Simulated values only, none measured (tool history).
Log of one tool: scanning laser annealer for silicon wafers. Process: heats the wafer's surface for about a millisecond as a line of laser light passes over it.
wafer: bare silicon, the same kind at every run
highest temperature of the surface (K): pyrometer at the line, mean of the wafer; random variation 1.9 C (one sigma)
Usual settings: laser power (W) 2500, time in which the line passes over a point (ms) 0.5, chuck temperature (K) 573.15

| run | hour | laser power (W) | time in which the line passes over a point (ms) | chuck temperature (K) | highest temperature of the surface (K) |
|---|---|---|---|---|---|
| 1 | 0 | 2500 | 0.5 | 573.15 | 1342.15 |
| 2 | 9.8 | 2500 | 0.5 | 573.15 | 1342.15 |
| 3 | 21.4 | 2500 | 0.5 | 573.15 | 1344.15 |
| 4 | 28.4 | 2500 | 0.5 | 573.15 | 1344.15 |
| 5 | 36.6 | 2500 | 0.5 | 573.15 | 1342.15 |
| 6 | 43.6 | 2500 | 0.493 | 573.15 | 1338.15 |
| 7 | 49.6 | 2500 | 0.5 | 573.15 | 1347.15 |
| 8 | 59.2 | 2500 | 0.5 | 573.15 | 1344.15 |
| 9 | 70.7 | 2500 | 0.5 | 573.15 | 1344.15 |
|  | 76.3 | optics aligned, line set to its width |
| 10 | 82.3 | 2500 | 0.411 | 573.15 | 1266.15 |
| 11 | 92.9 | 2500 | 0.411 | 573.15 | 1268.15 |
| 12 | 99.8 | 2500 | 0.411 | 573.15 | 1268.15 |
| 13 | 110.4 | 2500 | 0.411 | 573.15 | 1269.15 |
| 14 | 122.7 | 2500 | 0.411 | 573.15 | 1266.15 |
| 15 | 130.7 | 2500 | 0.5 | 546.15 | 1312.15 |
|  | 140.7 | optics aligned, line set to its width, once more |
| 16 | 147 | 2500 | 0.5 | 583.15 | 1353.15 |
| 17 | 156.4 | 2500 | 0.5 | 583.15 | 1355.15 |
| 18 | 167.5 | 2500 | 0.599 | 573.15 | 1419.15 |
| 19 | 175.9 | 2377 | 0.493 | 579.15 | 1298.15 |
| 20 | 187.8 | 2377 | 0.493 | 579.15 | 1300.15 |
| 21 | 200.8 | 2377 | 0.493 | 579.15 | 1301.15 |
| 22 | 212.8 | 2377 | 0.405 | 593.15 | 1245.15 |
| 23 | 223.8 | 2409 | 0.5 | 600.15 | 1338.15 |
| 24 | 231.1 | 2729 | 0.475 | 544.15 | 1369.15 |
| 25 | 239.8 | 2729 | 0.475 | 544.15 | 1374.15 |
| 26 | 251 | 2659 | 0.358 | 565.15 | 1262.15 |
| 27 | 262 | 2659 | 0.603 | 581.15 | 1495.15 |

Run 28 comes next. What will it give?
| 28 | 273.2 | 2422 | 0.5 | 542.15 | ? |

{"run 28": {"highest temperature of the surface (K)": 1283.15}}
Without the tool's hidden state the same run would have given highest temperature of the surface (K) 1306.15.

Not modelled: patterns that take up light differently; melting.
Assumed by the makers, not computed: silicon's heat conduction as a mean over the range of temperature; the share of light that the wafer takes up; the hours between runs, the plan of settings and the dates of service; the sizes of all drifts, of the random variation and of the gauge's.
